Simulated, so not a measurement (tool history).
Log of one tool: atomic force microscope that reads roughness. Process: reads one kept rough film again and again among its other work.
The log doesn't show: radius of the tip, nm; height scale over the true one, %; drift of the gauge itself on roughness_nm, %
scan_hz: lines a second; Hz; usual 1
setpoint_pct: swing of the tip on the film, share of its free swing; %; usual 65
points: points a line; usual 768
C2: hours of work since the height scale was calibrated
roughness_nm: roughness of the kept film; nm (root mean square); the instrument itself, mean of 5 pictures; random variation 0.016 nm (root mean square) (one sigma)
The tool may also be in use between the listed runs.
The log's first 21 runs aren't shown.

{"run": 22, "day": 7.792, "scan_hz": 3.65, "setpoint_pct": 69, "points": 943, "pictures with this tip": 20, "C2": 313, "roughness_nm": 3.579}
{"run": 23, "day": 7.996, "scan_hz": 1.12, "setpoint_pct": 75, "points": 626, "pictures with this tip": 32, "C2": 317, "roughness_nm": 3.702}
{"run": 24, "day": 8.371, "scan_hz": 1, "setpoint_pct": 63, "points": 372, "pictures with this tip": 55, "C2": 323, "roughness_nm": 3.735}
{"run": 25, "day": 8.775, "scan_hz": 1, "setpoint_pct": 66, "points": 719, "pictures with this tip": 79, "C2": 331, "roughness_nm": 3.753}
{"run": 26, "day": 9.158, "scan_hz": 2.71, "setpoint_pct": 86, "points": 768, "pictures with this tip": 102, "C2": 337, "roughness_nm": 3.399}
{"run": 27, "day": 9.567, "scan_hz": 1, "setpoint_pct": 74, "points": 768, "pictures with this tip": 126, "C2": 344, "roughness_nm": 3.712}
{"run": 28, "day": 9.775, "scan_hz": 1, "setpoint_pct": 59, "points": 450, "pictures with this tip": 139, "C2": 348, "roughness_nm": 3.744}
{"run": 29, "day": 10.012, "scan_hz": 1.13, "setpoint_pct": 87, "points": 420, "pictures with this tip": 153, "C2": 352, "roughness_nm": 3.594}
{"day": 10.371, "done": "new tip fitted"}
{"run": 30, "day": 10.371, "scan_hz": 1, "setpoint_pct": 64, "points": 768, "pictures with this tip": 0, "C2": 358, "roughness_nm": 3.743}
{"run": 31, "day": 10.583, "scan_hz": 0.78, "setpoint_pct": 69, "points": 674, "pictures with this tip": 13, "C2": 362, "roughness_nm": 3.722}
{"run": 32, "day": 11.046, "scan_hz": 1.72, "setpoint_pct": 61, "points": 466, "pictures with this tip": 40, "C2": 370, "roughness_nm": 3.724}
{"run": 33, "day": 11.375, "scan_hz": 1.72, "setpoint_pct": 61, "points": 466, "pictures with this tip": 60, "C2": 376, "roughness_nm": 3.738}
{"run": 34, "day": 11.7, "scan_hz": 1.72, "setpoint_pct": 61, "points": 466, "pictures with this tip": 80, "C2": 381, "roughness_nm": 3.69}
{"run": 35, "day": 12.071, "scan_hz": 0.92, "setpoint_pct": 61, "points": 746, "pictures with this tip": 102, "C2": 388, "roughness_nm": 3.76}
{"run": 36, "day": 12.354, "scan_hz": 0.92, "setpoint_pct": 61, "points": 746, "pictures with this tip": 119, "C2": 393, "roughness_nm": 3.744}

5 ways to go on from here, each from the tool as it stands after run 36. What would each give?
{"run": "A", "day": 12.779, "scan_hz": 2.41, "setpoint_pct": 84, "points": 589, "pictures with this tip": 144, "C2": 400, "roughness_nm": "?"}
{"run": "B", "day": 12.779, "scan_hz": 1.32, "setpoint_pct": 69, "points": 746, "pictures with this tip": 144, "C2": 400, "roughness_nm": "?"}
{"run": "C", "day": 12.779, "scan_hz": 2.28, "setpoint_pct": 81, "points": 904, "pictures with this tip": 144, "C2": 400, "roughness_nm": "?"}
{"run": "D", "day": 12.779, "scan_hz": 2.21, "setpoint_pct": 83, "points": 937, "pictures with this tip": 144, "C2": 400, "roughness_nm": "?"}
{"run": "E", "day": 12.779, "scan_hz": 0.92, "setpoint_pct": 61, "points": 312, "pictures with this tip": 144, "C2": 400, "roughness_nm": "?"}

run=A roughness_nm=3.475
run=B roughness_nm=3.706
run=C roughness_nm=3.531
run=D roughness_nm=3.485
run=E roughness_nm=3.729
Without the tool's hidden state the same runs would have given:
run=A roughness_nm=3.483
run=B roughness_nm=3.715
run=C roughness_nm=3.539
run=D roughness_nm=3.493
run=E roughness_nm=3.737
